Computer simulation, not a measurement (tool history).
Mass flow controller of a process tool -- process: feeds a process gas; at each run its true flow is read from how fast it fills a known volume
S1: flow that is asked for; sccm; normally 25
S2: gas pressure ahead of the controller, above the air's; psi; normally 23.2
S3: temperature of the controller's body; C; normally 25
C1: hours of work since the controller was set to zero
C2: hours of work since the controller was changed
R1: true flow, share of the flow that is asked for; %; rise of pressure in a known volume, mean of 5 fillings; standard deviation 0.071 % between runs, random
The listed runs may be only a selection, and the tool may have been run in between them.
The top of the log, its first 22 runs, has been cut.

run,hour,S1,S2,S3,C1,C2,R1
23,3267.3,25,23.2,25,238,2297,97.68
24,3377.9,25,23.2,25,274,2332,97.66
25,3493.7,12,23.2,25,311,2369,96.94
26,3715.5,15,28.1,35,382,2441,97.12
27,3930,25,35,22,451,2510,96.83
28,4131.6,25,38.3,25,516,2575,96.61
29,4259.5,25,33.4,25,557,2616,96.99
30,4411.6,25,33.4,25,606,2665,96.86
31,4560.3,25,33.4,35,654,2713,97.05
32,4698,10,33.4,35,699,2757,96.09
33,4856.6,10,33.4,22,750,2808,95.76
34,5002.6,10,33.4,22,797,2855,95.73
35,5135.8,9,28.1,27,839,2898,95.89
36,5289.4,14,36.3,28,889,2947,95.96
37,5408.4,25,23.2,26,927,2986,97.2
38,5565.5,8,23.2,21,978,3036,95.65
39,5765.2,8,23.2,21,1042,3100,95.52
40,5985.1,39,35.4,22,1113,3171,96.78
41,6110.8,30,23.5,22,1153,3212,96.93
42,6299.8,7,23.2,25,1214,3272,95.22
43,6466.2,10,26.3,25,1268,3326,95.42
44,6644.1,10,26.3,25,1325,3383,95.41
45,6757.9,42,28.4,24,1362,3420,97.03
46,6872.6,42,28.4,24,1398,3457,97.03
47,7017.4,29,37,21,1445,3503,96.12

Below are 4 alternative next runs, each starting from the tool's condition after run 47. Predict each:
A,7209.8,13,40,25,1507,3565,?
B,7209.8,21,29.6,39,1507,3565,?
C,7209.8,19,23.2,25,1507,3565,?
D,7209.8,16,37.6,35,1507,3565,?

run,R1
A,94.98
B,96.42
C,96.24
D,95.6
Stripped of hidden state, with their random variation kept, the same runs would have yielded:
run,R1
A,98.39
B,99.49
C,99.37
D,98.85
